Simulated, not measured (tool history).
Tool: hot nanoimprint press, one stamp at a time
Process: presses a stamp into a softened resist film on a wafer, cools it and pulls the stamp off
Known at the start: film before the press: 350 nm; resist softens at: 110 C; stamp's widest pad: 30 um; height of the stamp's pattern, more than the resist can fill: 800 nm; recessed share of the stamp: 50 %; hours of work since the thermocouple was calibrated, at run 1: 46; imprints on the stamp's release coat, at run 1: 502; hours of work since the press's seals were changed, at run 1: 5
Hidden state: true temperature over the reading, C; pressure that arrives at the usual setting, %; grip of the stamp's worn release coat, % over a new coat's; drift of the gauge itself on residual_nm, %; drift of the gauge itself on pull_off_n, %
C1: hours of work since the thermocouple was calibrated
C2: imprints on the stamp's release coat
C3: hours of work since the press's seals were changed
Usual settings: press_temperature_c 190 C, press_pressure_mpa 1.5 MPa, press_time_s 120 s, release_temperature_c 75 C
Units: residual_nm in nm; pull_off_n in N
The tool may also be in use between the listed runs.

run 1 day=0 | press_temperature_c=190 press_pressure_mpa=1.5 press_time_s=120 release_temperature_c=75 | C1=46 C2=502 C3=5 | residual_nm=195.8 pull_off_n=147
run 2 day=0.625 | press_temperature_c=190 press_pressure_mpa=1.5 press_time_s=120 release_temperature_c=75 | C1=56 C2=545 C3=15 | residual_nm=197 pull_off_n=149
run 3 day=1.133 | press_temperature_c=190 press_pressure_mpa=1.5 press_time_s=120 release_temperature_c=75 | C1=64 C2=580 C3=23 | residual_nm=196.9 pull_off_n=147
run 4 day=1.583 | press_temperature_c=190 press_pressure_mpa=1.5 press_time_s=120 release_temperature_c=75 | C1=71 C2=611 C3=30 | residual_nm=196.7 pull_off_n=148
run 5 day=2.096 | press_temperature_c=190 press_pressure_mpa=1.5 press_time_s=120 release_temperature_c=75 | C1=80 C2=646 C3=39 | residual_nm=196.5 pull_off_n=148
run 6 day=2.767 | press_temperature_c=190 press_pressure_mpa=1.5 press_time_s=120 release_temperature_c=75 | C1=90 C2=692 C3=49 | residual_nm=194.8 pull_off_n=149
run 7 day=3.338 | press_temperature_c=190 press_pressure_mpa=1.5 press_time_s=120 release_temperature_c=75 | C1=100 C2=731 C3=59 | residual_nm=196.7 pull_off_n=148
run 8 day=3.938 | press_temperature_c=190 press_pressure_mpa=1.5 press_time_s=120 release_temperature_c=75 | C1=109 C2=772 C3=68 | residual_nm=196.6 pull_off_n=143
run 9 day=4.3 | press_temperature_c=201 press_pressure_mpa=1.5 press_time_s=120 release_temperature_c=75 | C1=115 C2=797 C3=74 | residual_nm=131.2 pull_off_n=148
-- day=4.992 stamp cleaned and given a new release coat
run 10 day=5.096 | press_temperature_c=201 press_pressure_mpa=1.5 press_time_s=120 release_temperature_c=75 | C1=124 C2=7 C3=83 | residual_nm=129 pull_off_n=146
run 11 day=5.625 | press_temperature_c=201 press_pressure_mpa=1.5 press_time_s=120 release_temperature_c=75 | C1=132 C2=43 C3=91 | residual_nm=131.1 pull_off_n=138
run 12 day=6.008 | press_temperature_c=201 press_pressure_mpa=1.5 press_time_s=120 release_temperature_c=75 | C1=139 C2=70 C3=97 | residual_nm=129.1 pull_off_n=148
run 13 day=6.704 | press_temperature_c=201 press_pressure_mpa=1.5 press_time_s=120 release_temperature_c=75 | C1=150 C2=117 C3=109 | residual_nm=130.6 pull_off_n=150
run 14 day=7.112 | press_temperature_c=201 press_pressure_mpa=1.5 press_time_s=120 release_temperature_c=75 | C1=156 C2=145 C3=115 | residual_nm=130.7 pull_off_n=142
run 15 day=7.9 | press_temperature_c=201 press_pressure_mpa=1.5 press_time_s=120 release_temperature_c=75 | C1=169 C2=199 C3=128 | residual_nm=129.1 pull_off_n=148
run 16 day=8.583 | press_temperature_c=189 press_pressure_mpa=1.17 press_time_s=70 release_temperature_c=64 | C1=180 C2=246 C3=139 | residual_nm=260.4 pull_off_n=181
run 17 day=9.279 | press_temperature_c=187 press_pressure_mpa=1.5 press_time_s=195 release_temperature_c=75 | C1=191 C2=294 C3=150 | residual_nm=186.3 pull_off_n=147
run 18 day=9.833 | press_temperature_c=193 press_pressure_mpa=1.99 press_time_s=120 release_temperature_c=75 | C1=200 C2=332 C3=159 | residual_nm=148.2 pull_off_n=147
run 19 day=10.529 | press_temperature_c=193 press_pressure_mpa=1.5 press_time_s=120 release_temperature_c=67 | C1=211 C2=380 C3=170 | residual_nm=174.9 pull_off_n=171
run 20 day=11.167 | press_temperature_c=190 press_pressure_mpa=1.18 press_time_s=120 release_temperature_c=75 | C1=221 C2=423 C3=180 | residual_nm=216.5 pull_off_n=148
run 21 day=11.629 | press_temperature_c=190 press_pressure_mpa=1.18 press_time_s=120 release_temperature_c=75 | C1=229 C2=455 C3=188 | residual_nm=217.2 pull_off_n=149
run 22 day=12.117 | press_temperature_c=190 press_pressure_mpa=1.18 press_time_s=120 release_temperature_c=75 | C1=237 C2=488 C3=196 | residual_nm=219.7 pull_off_n=148
run 23 day=12.6 | press_temperature_c=190 press_pressure_mpa=1.18 press_time_s=120 release_temperature_c=75 | C1=244 C2=521 C3=203 | residual_nm=219.7 pull_off_n=141
run 24 day=13.383 | press_temperature_c=190 press_pressure_mpa=1.18 press_time_s=120 release_temperature_c=75 | C1=257 C2=575 C3=216 | residual_nm=218 pull_off_n=149
run 25 day=14.029 | press_temperature_c=180 press_pressure_mpa=0.94 press_time_s=64 release_temperature_c=75 | C1=267 C2=619 C3=226 | residual_nm=321 pull_off_n=152
run 26 day=14.554 | press_temperature_c=190 press_pressure_mpa=1.5 press_time_s=73 release_temperature_c=75 | C1=276 C2=655 C3=235 | residual_nm=227 pull_off_n=144
run 27 day=15.425 | press_temperature_c=190 press_pressure_mpa=1.39 press_time_s=154 release_temperature_c=75 | C1=290 C2=715 C3=249 | residual_nm=188.6 pull_off_n=146
run 28 day=16.083 | press_temperature_c=185 press_pressure_mpa=1.5 press_time_s=120 release_temperature_c=75 | C1=300 C2=760 C3=259 | residual_nm=232.5 pull_off_n=147
run 29 day=16.783 | press_temperature_c=185 press_pressure_mpa=1.5 press_time_s=120 release_temperature_c=75 | C1=312 C2=808 C3=271 | residual_nm=231.5 pull_off_n=150

Hidden state at the last listed run before each entry between runs and at the first one after, where it differs:
Between runs 9 and 10: stamp cleaned and given a new release coat (day 4.992)
  grip of the stamp's worn release coat, % over a new coat's: 0.2 -> 0

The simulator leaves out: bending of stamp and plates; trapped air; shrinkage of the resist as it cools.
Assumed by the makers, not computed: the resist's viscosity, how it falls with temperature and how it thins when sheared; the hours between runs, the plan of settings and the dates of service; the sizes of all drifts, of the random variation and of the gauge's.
